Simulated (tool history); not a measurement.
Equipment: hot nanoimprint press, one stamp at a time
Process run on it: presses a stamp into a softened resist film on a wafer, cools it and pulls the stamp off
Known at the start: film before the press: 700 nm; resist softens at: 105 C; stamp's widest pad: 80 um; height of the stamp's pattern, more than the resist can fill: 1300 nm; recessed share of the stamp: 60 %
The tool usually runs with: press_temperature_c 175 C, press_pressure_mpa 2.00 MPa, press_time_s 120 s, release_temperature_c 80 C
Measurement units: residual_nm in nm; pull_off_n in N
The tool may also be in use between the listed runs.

run   hour  press_temperature_c  press_pressure_mpa  press_time_s  release_temperature_c  residual_nm  pull_off_n
  1    0.0                  175                2.00           120                     80        311.7         248
  2   10.6                  175                2.00            96                     80        339.9         236
  3   20.7                  175                2.00            96                     80        336.3         239
  4   28.6                  175                2.00            96                     80        338.5         244
  5   44.2                  175                2.00            96                     80        339.2         245
  6   51.7                  167                2.00           120                     80        449.9         238
  7   61.2                  167                2.00           120                     80        447.2         235
  8   71.5                  175                2.00           120                     78        313.1         258
  9   85.3                  175                2.00           120                     78        309.7         258
 10   97.8                  182                2.00           120                     80        225.5         236
 11  112.8                  175                2.00           120                     86        310.9         202
 12  128.5                  175                2.00           120                     86        309.7         202
 13  143.8                  175                2.00           120                     86        311.2         199
 14  159.0                  175                2.00           120                     86        310.6         203
 15  171.7                  180                2.00           120                     80        244.6         244
 16  182.6                  175                2.00           120                     78        313.1         261
     187.0  -- plate thermocouple calibrated
 17  196.9                  175                2.36           120                     78        288.6         261
 18  204.7                  175                2.00           120                     87        310.5         192

For run 19, what comes out?
 19  215.6                  175                2.00           120                     87            ?           ?

residual_nm: 312.2 nm
pull_off_n: 195 N
Had the tool carried no hidden state, the very same run would have given residual_nm 312.1 nm, pull_off_n 195 N.
